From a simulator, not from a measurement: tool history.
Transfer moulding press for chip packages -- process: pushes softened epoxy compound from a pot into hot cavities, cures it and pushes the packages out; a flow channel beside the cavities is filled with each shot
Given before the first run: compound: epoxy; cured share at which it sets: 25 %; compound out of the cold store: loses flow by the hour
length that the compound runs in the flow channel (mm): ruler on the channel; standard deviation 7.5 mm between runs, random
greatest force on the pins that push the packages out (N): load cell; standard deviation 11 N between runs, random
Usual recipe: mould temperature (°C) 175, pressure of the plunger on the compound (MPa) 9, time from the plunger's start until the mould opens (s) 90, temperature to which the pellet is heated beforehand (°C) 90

run	hour	mould temperature (°C)	pressure of the plunger on the compound (MPa)	time from the plunger's start until the mould opens (s)	temperature to which the pellet is heated beforehand (°C)	incoming compound's hours out of the cold store	length that the compound runs in the flow channel (mm)	greatest force on the pins that push the packages out (N)
1	0	175	9	90	90	28.7	870	730
2	8.3	175	9	90	90	9.7	946	771
3	16	173	9	90	90	20.9	914	891
4	22.9	173	9	90	90	18.9	918	923
5	29	173	9	90	90	48	792	862
6	33.8	173	9	90	90	8.5	964	926
7	39.9	175	9	90	90	8.7	954	865
# hour 45.8: cavities cleaned with cleaning compound and waxed
8	45.8	175	9	90	90	29.8	858	532
9	49.4	175	9	90	90	38.2	831	585
10	56.9	175	9	90	90	34	842	622
11	64	175	9	90	90	29.9	852	707
12	70	175	9	90	90	27.7	872	727
13	77.6	175	9	90	90	13.9	925	804
14	84.2	175	9	90	84	38.4	816	789
15	90.8	178	9.54	124	80	9.8	949	690
16	95.3	175	9.54	120	95	33	860	717
17	103.5	179	7.05	82	95	47.6	678	794
18	110.8	179	7.05	82	95	12.8	804	863

What will run 19 give?
# hour 118.1: cavities cleaned with cleaning compound and waxed
19	121.1	169	8.66	81	82	16.9	?	?

Logged for run 19: length that the compound runs in the flow channel (mm) 900, greatest force on the pins that push the packages out (N) 1016.
Had the tool carried no hidden state, the very same run would have given length that the compound runs in the flow channel (mm) 1005, greatest force on the pins that push the packages out (N) 938.
